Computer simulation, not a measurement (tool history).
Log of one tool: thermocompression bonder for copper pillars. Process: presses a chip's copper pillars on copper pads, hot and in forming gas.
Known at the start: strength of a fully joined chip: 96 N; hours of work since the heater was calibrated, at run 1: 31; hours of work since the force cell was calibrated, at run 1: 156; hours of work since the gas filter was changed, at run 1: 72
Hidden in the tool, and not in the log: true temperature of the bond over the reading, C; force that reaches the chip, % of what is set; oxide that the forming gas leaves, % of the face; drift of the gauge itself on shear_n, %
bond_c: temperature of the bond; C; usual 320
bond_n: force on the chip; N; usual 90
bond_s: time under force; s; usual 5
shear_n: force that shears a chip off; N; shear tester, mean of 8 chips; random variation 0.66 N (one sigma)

run,hour,bond_c,bond_n,bond_s,hours of work since the heater was calibrated,hours of work since the force cell was calibrated,hours of work since the gas filter was changed,shear_n
1,0.0,320,90,5,31,156,72,40.2
2,6.4,320,90,5,35,159,76,39.4
3,13.9,320,90,5,39,163,80,40.1
4,21.0,320,90,5,43,167,84,38.4
5,26.2,343,90,5,46,170,87,48.1
6,32.1,343,76,5,50,174,90,43.6
7,38.0,320,90,5,53,177,93,39.5
8,46.8,320,90,5,58,182,98,38.9
9,51.4,320,119,5,60,184,101,47.2
10,56.2,320,119,5,63,187,104,46.4
11,60.7,320,90,8,66,190,106,46.4
# hour 65.3: forming gas filter changed
12,68.5,320,90,8,70,194,2,50.1
13,75.4,320,90,8,74,198,6,51.2
14,84.2,320,90,8,78,203,11,48.7
15,89.2,320,90,8,81,205,13,50.4
16,92.8,320,90,5,83,207,15,42.9
17,97.2,320,59,6,86,210,18,33.8
18,105.8,330,79,3,91,215,23,35.2
19,114.0,330,79,3,95,219,27,34.3
20,119.5,311,90,10,98,222,30,50.8
21,123.4,311,90,10,101,225,33,49.1
22,129.2,320,70,8,104,228,36,41.8
23,137.6,320,103,5,108,233,41,44.2
24,141.2,347,114,4,111,235,43,56.1
25,148.5,302,86,4,115,239,47,31.2
26,157.4,317,90,5,120,244,52,39.7
27,161.3,341,55,6,122,246,54,38.4
28,168.3,328,103,5,126,250,58,47.3
29,176.1,343,56,6,130,254,62,38.8
30,180.5,343,56,6,133,257,65,38.9
31,184.5,318,90,4,135,259,67,36.4
32,192.2,320,90,13,139,263,71,54.5

Forecast each of these 4 alternatives for the next run:
A,198.7,332,124,14,143,267,75,?
B,198.7,311,127,9,143,267,75,?
C,198.7,329,90,5,143,267,75,?
D,198.7,311,133,3,143,267,75,?

run,shear_n
A,71.4
B,55.7
C,43.5
D,40.0
Without the tool's hidden state the same runs would have given:
run,shear_n
A,77.0
B,60.4
C,47.3
D,43.5

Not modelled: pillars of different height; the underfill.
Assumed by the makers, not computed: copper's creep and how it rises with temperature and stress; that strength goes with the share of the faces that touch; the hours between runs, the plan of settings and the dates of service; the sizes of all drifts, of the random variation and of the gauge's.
